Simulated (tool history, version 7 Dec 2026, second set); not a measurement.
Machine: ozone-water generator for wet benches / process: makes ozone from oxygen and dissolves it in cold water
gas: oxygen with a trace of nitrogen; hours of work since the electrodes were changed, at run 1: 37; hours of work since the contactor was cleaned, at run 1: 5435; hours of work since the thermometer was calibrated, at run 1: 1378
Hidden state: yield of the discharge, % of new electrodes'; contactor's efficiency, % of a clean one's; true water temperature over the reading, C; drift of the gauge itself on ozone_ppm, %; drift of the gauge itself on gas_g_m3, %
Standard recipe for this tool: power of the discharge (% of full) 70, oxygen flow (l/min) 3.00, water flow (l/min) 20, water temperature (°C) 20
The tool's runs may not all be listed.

run	hour	power of the discharge (% of full)	oxygen flow (l/min)	water flow (l/min)	water temperature (°C)	hours of work since the electrodes were changed	hours of work since the contactor was cleaned	hours of work since the thermometer was calibrated	dissolved ozone (ppm)	ozone in the gas ahead of the water (g/m3)
1	0.0	70	3.00	20	20	37	5435	1378	19.2	256.2
2	103.3	70	3.00	20	20	106	5504	1447	18.9	257.5
3	212.4	70	3.00	20	20	179	5577	1520	19.0	257.2
4	328.0	70	3.00	20	20	256	5655	1598	18.7	254.0
5	409.5	89	3.00	20	20	311	5709	1652	21.6	294.0
6	460.5	89	3.00	20	20	345	5744	1686	21.9	291.8
7	571.7	70	3.00	20	20	420	5818	1761	19.0	255.0
8	639.2	70	3.00	20	20	465	5863	1806	18.9	254.7
9	698.0	70	3.00	20	20	504	5903	1845	18.9	252.5
10	797.5	70	3.00	20	20	571	5969	1912	18.8	254.4
11	858.1	70	3.00	20	20	612	6010	1953	18.7	251.3
12	957.8	59	3.00	20	20	678	6077	2019	16.9	230.1
13	1010.9	70	3.00	20	20	714	6112	2055	18.6	253.4
14	1068.4	69	3.00	20	20	752	6151	2094	18.6	250.1
15	1171.3	69	3.00	20	20	821	6220	2162	18.4	251.5
16	1228.8	69	3.00	20	20	860	6258	2201	18.5	250.6
17	1330.0	70	3.00	20	20	928	6326	2269	18.7	251.4
# hour 1338.3: water thermometer calibrated
18	1431.1	77	3.00	20	20	995	6393	62	19.6	264.3
19	1489.8	67	5.18	13	27	1034	6433	101	23.3	199.9
20	1598.3	54	2.66	14	17	1107	6505	174	20.9	223.5
21	1678.7	54	2.66	14	17	1161	6559	228	21.2	226.9
22	1786.5	54	2.66	14	17	1233	6631	300	21.2	226.5
# hour 1886.1: water thermometer calibrated, once more
23	1901.6	54	2.66	14	17	1310	6708	10	21.0	223.4
24	1981.0	54	2.66	14	17	1363	6761	64	20.8	222.6
25	2054.0	54	2.66	14	17	1412	6810	112	21.0	223.9
26	2117.4	54	2.66	14	17	1455	6853	155	20.9	223.2
27	2202.2	54	2.66	14	17	1511	6910	212	20.6	224.1
28	2263.2	42	2.66	14	24	1552	6951	253	16.5	193.8
29	2378.5	79	2.52	29	12	1629	7028	330	14.0	284.3
30	2443.8	79	2.52	29	12	1673	7071	374	14.0	284.0
31	2520.8	79	2.52	29	12	1725	7123	425	13.8	283.5
32	2623.2	100	1.61	22	14	1793	7192	494	16.8	386.3
33	2695.4	100	1.61	22	17	1842	7240	542	16.7	384.1

What if the next run were any one of these 3? Each begins from the tool's condition after run 33:
A	2787.8	70	3.00	20	28	1904	7302	604	?	?
B	2787.8	73	2.21	20	20	1904	7302	604	?	?
C	2787.8	49	3.00	15	16	1904	7302	604	?	?

run	dissolved ozone (ppm)	ozone in the gas ahead of the water (g/m3)
A	16.7	247.1
B	16.7	286.3
C	19.3	200.7
The same runs, with their run-to-run variation unchanged, on a tool lacking any hidden condition would have given:
run	dissolved ozone (ppm)	ozone in the gas ahead of the water (g/m3)
A	18.1	254.4
B	18.1	294.8
C	20.7	205.3
